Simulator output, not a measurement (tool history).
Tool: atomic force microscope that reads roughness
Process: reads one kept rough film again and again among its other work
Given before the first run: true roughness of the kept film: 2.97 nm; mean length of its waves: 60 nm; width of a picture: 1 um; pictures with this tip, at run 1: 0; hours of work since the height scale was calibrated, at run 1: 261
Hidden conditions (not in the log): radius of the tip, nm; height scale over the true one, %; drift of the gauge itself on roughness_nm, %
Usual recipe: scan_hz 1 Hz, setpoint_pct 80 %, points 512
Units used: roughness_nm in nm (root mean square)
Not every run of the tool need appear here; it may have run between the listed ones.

| run | hour | scan_hz | setpoint_pct | points | pictures with this tip | hours of work since the height scale was calibrated | roughness_nm |
|---|---|---|---|---|---|---|---|
| 1 | 0 | 1 | 80 | 512 | 0 | 261 | 2.798 |
| 2 | 14 | 1 | 63 | 512 | 20 | 268 | 2.844 |
| 3 | 25.6 | 1 | 63 | 512 | 37 | 274 | 2.831 |
| 4 | 39.4 | 1 | 80 | 512 | 57 | 280 | 2.741 |
| 5 | 53.7 | 1 | 80 | 496 | 78 | 287 | 2.709 |
| 6 | 62.6 | 1 | 69 | 512 | 91 | 292 | 2.746 |
| 7 | 73.2 | 1 | 80 | 851 | 107 | 297 | 2.663 |
|  | 78.4 | new tip fitted |
| 8 | 84.2 | 1 | 80 | 851 | 8 | 302 | 2.78 |
| 9 | 96.1 | 1 | 80 | 851 | 26 | 308 | 2.753 |
| 10 | 108.6 | 1 | 80 | 851 | 44 | 314 | 2.747 |
| 11 | 117.8 | 1 | 80 | 512 | 57 | 318 | 2.736 |
| 12 | 133.6 | 1 | 80 | 512 | 80 | 326 | 2.711 |
| 13 | 146.1 | 1 | 80 | 512 | 99 | 332 | 2.678 |
|  | 148 | height scale calibrated on a step standard |
|  | 158.1 | new tip fitted |
| 14 | 159.4 | 1 | 80 | 512 | 2 | 5 | 2.806 |
| 15 | 170.4 | 1 | 80 | 512 | 18 | 11 | 2.772 |
| 16 | 185.4 | 1 | 80 | 279 | 40 | 18 | 2.729 |
| 17 | 192.8 | 1.7 | 80 | 1004 | 51 | 21 | 2.66 |
|  | 197.5 | height scale calibrated on a step standard, once more |
| 18 | 207.8 | 1 | 55 | 512 | 71 | 5 | 2.793 |
| 19 | 216.4 | 2.05 | 57 | 320 | 84 | 9 | 2.73 |
| 20 | 230.3 | 1 | 80 | 766 | 104 | 16 | 2.661 |
|  | 237.4 | new tip fitted |
| 21 | 245.6 | 3.7 | 80 | 712 | 12 | 23 | 2.508 |
| 22 | 260.9 | 3.7 | 80 | 712 | 34 | 30 | 2.465 |
| 23 | 270.7 | 1 | 80 | 699 | 49 | 35 | 2.724 |
| 24 | 283.4 | 1 | 80 | 355 | 67 | 41 | 2.692 |
| 25 | 298.8 | 1.75 | 76 | 983 | 90 | 49 | 2.646 |
| 26 | 309.6 | 1.75 | 76 | 983 | 106 | 54 | 2.61 |
|  | 315.8 | new tip fitted |
| 27 | 319.8 | 1.32 | 55 | 512 | 6 | 59 | 2.863 |
| 28 | 328.1 | 1.32 | 55 | 548 | 18 | 63 | 2.847 |
| 29 | 337 | 1.32 | 55 | 548 | 31 | 67 | 2.816 |
| 30 | 347 | 1.76 | 64 | 548 | 46 | 72 | 2.749 |
| 31 | 362.8 | 1.76 | 64 | 548 | 69 | 80 | 2.733 |

Branching from run 31: 5 alternative next runs. What would each branch give?
| A | 374.7 | 1.54 | 85 | 527 | 86 | 85 | ? |
| B | 374.7 | 1.76 | 59 | 905 | 86 | 85 | ? |
| C | 374.7 | 1 | 68 | 512 | 86 | 85 | ? |
| D | 374.7 | 1 | 80 | 844 | 86 | 85 | ? |
| E | 374.7 | 1.48 | 74 | 802 | 86 | 85 | ? |

| run | roughness_nm |
|---|---|
| A | 2.598 |
| B | 2.737 |
| C | 2.735 |
| D | 2.679 |
| E | 2.674 |
With the hidden condition removed and each run's random variation left untouched, the same runs would have given:
| run | roughness_nm |
|---|---|
| A | 2.696 |
| B | 2.842 |
| C | 2.839 |
| D | 2.781 |
| E | 2.776 |
